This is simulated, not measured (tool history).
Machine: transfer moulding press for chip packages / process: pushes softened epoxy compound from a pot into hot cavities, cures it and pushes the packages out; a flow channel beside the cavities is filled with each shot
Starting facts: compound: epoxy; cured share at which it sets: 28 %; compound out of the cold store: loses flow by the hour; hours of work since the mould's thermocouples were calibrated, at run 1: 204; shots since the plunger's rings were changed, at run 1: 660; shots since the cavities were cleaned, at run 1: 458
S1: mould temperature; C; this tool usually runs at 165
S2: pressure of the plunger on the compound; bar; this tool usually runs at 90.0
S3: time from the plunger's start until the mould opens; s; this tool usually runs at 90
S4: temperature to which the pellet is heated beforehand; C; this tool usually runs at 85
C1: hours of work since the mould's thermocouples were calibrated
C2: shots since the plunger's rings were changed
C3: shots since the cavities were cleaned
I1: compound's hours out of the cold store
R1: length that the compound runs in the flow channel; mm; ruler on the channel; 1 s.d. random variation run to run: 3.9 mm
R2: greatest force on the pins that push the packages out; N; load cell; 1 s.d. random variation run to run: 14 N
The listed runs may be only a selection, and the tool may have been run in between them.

run 1 hour=0.0 | S1=165 S2=90.0 S3=90 S4=85 | C1=204 C2=660 C3=458 | I1=38.7 | R1=619 R2=928
run 2 hour=11.4 | S1=162 S2=90.0 S3=90 S4=85 | C1=209 C2=765 C3=563 | I1=11.3 | R1=703 R2=1271
run 3 hour=21.0 | S1=162 S2=90.0 S3=90 S4=85 | C1=213 C2=853 C3=651 | I1=46.0 | R1=619 R2=1228
run 4 hour=29.8 | S1=162 S2=90.0 S3=90 S4=85 | C1=218 C2=934 C3=732 | I1=36.6 | R1=638 R2=1299
-- hour=39.9 cavities cleaned with cleaning compound and waxed
run 5 hour=44.2 | S1=162 S2=90.0 S3=90 S4=85 | C1=224 C2=1052 C3=40 | I1=13.1 | R1=698 R2=851
run 6 hour=52.8 | S1=165 S2=90.0 S3=90 S4=85 | C1=228 C2=1131 C3=119 | I1=34.1 | R1=634 R2=710
run 7 hour=63.6 | S1=165 S2=90.0 S3=90 S4=85 | C1=233 C2=1230 C3=218 | I1=25.2 | R1=654 R2=813
run 8 hour=77.0 | S1=165 S2=90.0 S3=90 S4=85 | C1=239 C2=1353 C3=341 | I1=35.4 | R1=624 R2=854
run 9 hour=92.3 | S1=165 S2=90.0 S3=90 S4=85 | C1=246 C2=1493 C3=481 | I1=29.5 | R1=641 R2=950
run 10 hour=100.6 | S1=165 S2=90.0 S3=90 S4=85 | C1=250 C2=1570 C3=558 | I1=28.5 | R1=642 R2=977
run 11 hour=115.1 | S1=165 S2=90.0 S3=90 S4=85 | C1=257 C2=1703 C3=691 | I1=20.5 | R1=663 R2=1013
run 12 hour=125.5 | S1=167 S2=90.0 S3=90 S4=85 | C1=262 C2=1798 C3=786 | I1=8.8 | R1=686 R2=939
-- hour=130.6 cavities cleaned with cleaning compound and waxed
run 13 hour=138.7 | S1=167 S2=90.0 S3=90 S4=85 | C1=267 C2=1906 C3=75 | I1=29.2 | R1=637 R2=615
run 14 hour=147.7 | S1=165 S2=90.0 S3=90 S4=80 | C1=271 C2=1988 C3=157 | I1=41.8 | R1=615 R2=760
run 15 hour=159.5 | S1=172 S2=90.0 S3=112 S4=80 | C1=277 C2=2096 C3=265 | I1=44.5 | R1=598 R2=592
run 16 hour=174.4 | S1=172 S2=90.0 S3=126 S4=80 | C1=284 C2=2234 C3=403 | I1=24.2 | R1=633 R2=623
run 17 hour=188.9 | S1=169 S2=108.5 S3=88 S4=90 | C1=291 C2=2366 C3=535 | I1=8.2 | R1=744 R2=784
run 18 hour=199.4 | S1=169 S2=108.5 S3=88 S4=90 | C1=296 C2=2462 C3=631 | I1=17.2 | R1=726 R2=815
run 19 hour=210.6 | S1=159 S2=108.5 S3=86 S4=93 | C1=301 C2=2565 C3=734 | I1=44.0 | R1=681 R2=1645
-- hour=220.6 cavities cleaned with cleaning compound and waxed
run 20 hour=229.0 | S1=167 S2=108.5 S3=86 S4=87 | C1=309 C2=2720 C3=77 | I1=31.0 | R1=690 R2=633
run 21 hour=243.2 | S1=167 S2=108.5 S3=123 S4=80 | C1=316 C2=2851 C3=208 | I1=13.8 | R1=730 R2=577
run 22 hour=258.9 | S1=157 S2=95.7 S3=123 S4=80 | C1=323 C2=2995 C3=352 | I1=45.6 | R1=645 R2=814
run 23 hour=270.2 | S1=160 S2=84.0 S3=73 S4=80 | C1=328 C2=3099 C3=456 | I1=16.1 | R1=657 R2=2388
run 24 hour=279.0 | S1=166 S2=105.8 S3=93 S4=85 | C1=332 C2=3179 C3=536 | I1=43.0 | R1=655 R2=851
run 25 hour=293.6 | S1=165 S2=105.2 S3=89 S4=78 | C1=339 C2=3313 C3=670 | I1=13.3 | R1=737 R2=1084
run 26 hour=304.5 | S1=170 S2=105.2 S3=89 S4=78 | C1=344 C2=3414 C3=771 | I1=35.8 | R1=654 R2=813
-- hour=310.7 cavities cleaned with cleaning compound and waxed
run 27 hour=314.9 | S1=158 S2=70.8 S3=89 S4=87 | C1=349 C2=3495 C3=38 | I1=34.3 | R1=572 R2=1093

How the hidden state differs across the entries between the runs, from the last listed run before each to the first after it:
Logged between run 4 and run 5: cavities cleaned with cleaning compound and waxed (hour 39.9)
  true mould temperature over the reading, C: 0.44 -> 0.46; pressure that reaches the compound, % of what is set: 98.66 -> 98.5; grip of the stained cavities, % over clean ones': 72.3 -> 6.3
  measured less the result without the state, R1: -6 -> -7 mm; R2: +517 -> +18 N
Logged between run 12 and run 13: cavities cleaned with cleaning compound and waxed (hour 130.6)
  true mould temperature over the reading, C: 0.55 -> 0.56; pressure that reaches the compound, % of what is set: 97.55 -> 97.41; grip of the stained cavities, % over clean ones': 70.6 -> 12.2
  measured less the result without the state, R1: -10 -> -10 mm; R2: +373 -> +50 N
Logged between run 19 and run 20: cavities cleaned with cleaning compound and waxed (hour 220.6)
  true mould temperature over the reading, C: 0.63 -> 0.65; pressure that reaches the compound, % of what is set: 96.56 -> 96.36; grip of the stained cavities, % over clean ones': 68.9 -> 14.9
  measured less the result without the state, R1: -14 -> -15 mm; R2: +622 -> +60 N
Logged between run 26 and run 27: cavities cleaned with cleaning compound and waxed (hour 310.7)
  true mould temperature over the reading, C: 0.73 -> 0.74; pressure that reaches the compound, % of what is set: 95.48 -> 95.38; grip of the stained cavities, % over clean ones': 72.4 -> 8.7
  measured less the result without the state, R1: -17 -> -16 mm; R2: +334 -> +26 N
